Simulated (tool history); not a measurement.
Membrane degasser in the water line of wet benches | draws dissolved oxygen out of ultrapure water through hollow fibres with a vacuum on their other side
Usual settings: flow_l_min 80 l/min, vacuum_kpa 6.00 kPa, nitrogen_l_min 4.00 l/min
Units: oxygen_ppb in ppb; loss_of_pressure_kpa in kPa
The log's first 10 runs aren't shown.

run	hour	flow_l_min	vacuum_kpa	nitrogen_l_min	oxygen_ppb	loss_of_pressure_kpa
11	1012.4	80	9.32	10.51	172.2	50.88
12	1076.5	80	6.00	4.00	188.7	51.04
13	1206.1	80	6.00	10.17	116.9	51.42
14	1317.3	80	6.00	10.17	114.3	51.60
15	1424.3	80	6.00	3.79	195.2	51.46
16	1537.5	80	6.00	4.00	192.9	51.83
17	1622.5	80	11.87	4.00	435.7	51.34
18	1683.4	121	6.00	4.78	326.3	78.30
19	1784.5	121	6.00	4.78	326.2	78.27
20	1904.0	73	8.15	4.78	224.1	47.12
21	2008.8	73	9.59	2.04	509.6	47.01
22	2090.3	73	9.59	2.88	394.7	47.47
23	2148.6	70	9.59	5.87	228.7	45.24
24	2272.7	70	9.59	5.87	225.1	45.32
25	2389.2	69	11.39	4.00	360.9	44.79
26	2457.0	80	5.99	3.60	211.2	52.65
# hour 2574.8: vacuum gauge calibrated
27	2584.9	53	5.99	2.29	162.0	34.28
28	2705.6	53	5.99	2.29	158.0	34.31
29	2789.0	53	5.99	2.29	158.7	34.62
30	2850.6	53	5.99	2.29	157.9	34.52
31	2919.2	53	5.99	2.29	158.4	34.72
32	3015.0	56	6.13	3.44	131.7	36.81

3 ways to go on from here, each from the tool as it stands after run 32. What would each give?
A	3090.9	58	10.71	2.89	?	?
B	3090.9	71	13.86	3.46	?	?
C	3090.9	80	6.00	7.62	?	?

run	oxygen_ppb	loss_of_pressure_kpa
A	353.7	38.29
B	502.2	46.40
C	133.6	52.80
Without the tool's hidden state the same runs would have given:
run	oxygen_ppb	loss_of_pressure_kpa
A	342.1	35.69
B	485.5	43.24
C	112.9	49.21

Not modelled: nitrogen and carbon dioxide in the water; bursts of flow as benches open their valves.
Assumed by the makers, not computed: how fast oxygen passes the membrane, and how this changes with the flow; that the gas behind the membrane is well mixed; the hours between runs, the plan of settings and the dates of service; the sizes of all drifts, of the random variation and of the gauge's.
